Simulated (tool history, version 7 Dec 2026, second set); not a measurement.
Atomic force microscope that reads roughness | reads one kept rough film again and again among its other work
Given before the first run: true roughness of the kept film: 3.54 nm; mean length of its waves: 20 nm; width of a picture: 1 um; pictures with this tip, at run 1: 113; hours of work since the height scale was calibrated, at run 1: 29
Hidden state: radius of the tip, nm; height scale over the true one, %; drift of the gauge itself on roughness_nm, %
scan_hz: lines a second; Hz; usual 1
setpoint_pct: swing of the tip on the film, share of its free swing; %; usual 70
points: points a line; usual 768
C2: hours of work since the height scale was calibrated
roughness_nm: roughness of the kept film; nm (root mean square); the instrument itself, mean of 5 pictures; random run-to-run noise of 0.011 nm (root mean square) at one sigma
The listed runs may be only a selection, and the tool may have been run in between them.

Run 1, day 0: usual settings; pictures with this tip 113; C2 29. Result: roughness_nm 1.802 nm (root mean square).
Run 2, day 0.558: usual settings but setpoint_pct 56 %; pictures with this tip 131; C2 36. Result: roughness_nm 1.752 nm (root mean square).
Run 3, day 1.05: usual settings but setpoint_pct 56 %; pictures with this tip 146; C2 41. Result: roughness_nm 1.692 nm (root mean square).
At day 1.262: new tip fitted.
Run 4, day 1.646: usual settings but setpoint_pct 56 %; pictures with this tip 12; C2 47. Result: roughness_nm 2.425 nm (root mean square).
Run 5, day 2.121: usual settings but setpoint_pct 56 %, points 581; pictures with this tip 26; C2 53. Result: roughness_nm 2.3 nm (root mean square).
Run 6, day 2.483: usual settings but setpoint_pct 56 %, points 581; pictures with this tip 38; C2 56. Result: roughness_nm 2.241 nm (root mean square).
Run 7, day 3.158: usual settings but setpoint_pct 56 %, points 581; pictures with this tip 59; C2 64. Result: roughness_nm 2.098 nm (root mean square).
Run 8, day 3.617: usual settings but setpoint_pct 56 %, points 581; pictures with this tip 73; C2 69. Result: roughness_nm 2.015 nm (root mean square).
Run 9, day 4.188: usual settings but setpoint_pct 56 %, points 532; pictures with this tip 90; C2 75. Result: roughness_nm 1.937 nm (root mean square).
Run 10, day 4.808: usual settings but setpoint_pct 56 %, points 532; pictures with this tip 110; C2 82. Result: roughness_nm 1.838 nm (root mean square).
Run 11, day 5.308: usual settings but setpoint_pct 56 %, points 532; pictures with this tip 125; C2 87. Result: roughness_nm 1.769 nm (root mean square).
Run 12, day 5.858: usual settings but setpoint_pct 56 %, points 532; pictures with this tip 142; C2 94. Result: roughness_nm 1.691 nm (root mean square).
At day 6.225: new tip fitted.
Run 13, day 6.517: usual settings but setpoint_pct 56 %, points 480; pictures with this tip 9; C2 101. Result: roughness_nm 2.446 nm (root mean square).
Run 14, day 6.875: usual settings; pictures with this tip 20; C2 104. Result: roughness_nm 2.335 nm (root mean square).
Run 15, day 7.238: usual settings but setpoint_pct 73 %, points 742; pictures with this tip 32; C2 108. Result: roughness_nm 2.232 nm (root mean square).
Run 16, day 7.896: usual settings but scan_hz 1.18 Hz, setpoint_pct 80 %, points 322; pictures with this tip 52; C2 116. Result: roughness_nm 2.023 nm (root mean square).
Run 17, day 8.433: usual settings but scan_hz 1.18 Hz, setpoint_pct 80 %, points 322; pictures with this tip 69; C2 122. Result: roughness_nm 1.919 nm (root mean square).
Run 18, day 9.142: usual settings but scan_hz 1.14 Hz, setpoint_pct 63 %, points 412; pictures with this tip 91; C2 129. Result: roughness_nm 1.885 nm (root mean square).
Run 19, day 9.625: usual settings but scan_hz 2.85 Hz, setpoint_pct 66 %, points 425; pictures with this tip 106; C2 135. Result: roughness_nm 1.744 nm (root mean square).
Run 20, day 10.292: usual settings but scan_hz 1.89 Hz, points 436; pictures with this tip 126; C2 142. Result: roughness_nm 1.671 nm (root mean square).
Run 21, day 11: usual settings but scan_hz 1.89 Hz, points 436; pictures with this tip 148; C2 150. Result: roughness_nm 1.582 nm (root mean square).
At day 11.142: new tip fitted.
Run 22, day 11.717: usual settings but scan_hz 0.74 Hz, setpoint_pct 60 %; pictures with this tip 18; C2 157. Result: roughness_nm 2.401 nm (root mean square).
Run 23, day 12.312: usual settings but scan_hz 1.65 Hz, points 500; pictures with this tip 36; C2 164. Result: roughness_nm 2.18 nm (root mean square).
Run 24, day 12.958: usual settings but scan_hz 1.65 Hz, points 500; pictures with this tip 56; C2 171. Result: roughness_nm 2.039 nm (root mean square).
Run 25, day 13.346: usual settings but scan_hz 1.85 Hz, setpoint_pct 62 %, points 632; pictures with this tip 69; C2 175. Result: roughness_nm 2.034 nm (root mean square).
Run 26, day 13.804: usual settings but scan_hz 1.85 Hz, setpoint_pct 62 %, points 632; pictures with this tip 83; C2 180. Result: roughness_nm 1.94 nm (root mean square).
Run 27, day 14.462: usual settings but scan_hz 1.85 Hz, setpoint_pct 62 %, points 632; pictures with this tip 103; C2 187. Result: roughness_nm 1.828 nm (root mean square).

Each row is a separate what-if for the run after 27, all from the same tool condition, not one after another. Results?
Run A, day 15.179: usual settings but scan_hz 1.85 Hz, setpoint_pct 62 %, points 316; pictures with this tip 125; C2 195. Result: roughness_nm ?.
Run B, day 15.179: usual settings but scan_hz 2.3 Hz, setpoint_pct 60 %, points 926; pictures with this tip 125; C2 195. Result: roughness_nm ?.
Run C, day 15.179: usual settings but scan_hz 3.84 Hz, setpoint_pct 62 %, points 738; pictures with this tip 125; C2 195. Result: roughness_nm ?.

run  roughness_nm
  A          1.71
  B         1.731
  C         1.663
With no hidden state in the tool, these same runs would have given:
run  roughness_nm
  A         2.485
  B         2.515
  C         2.418
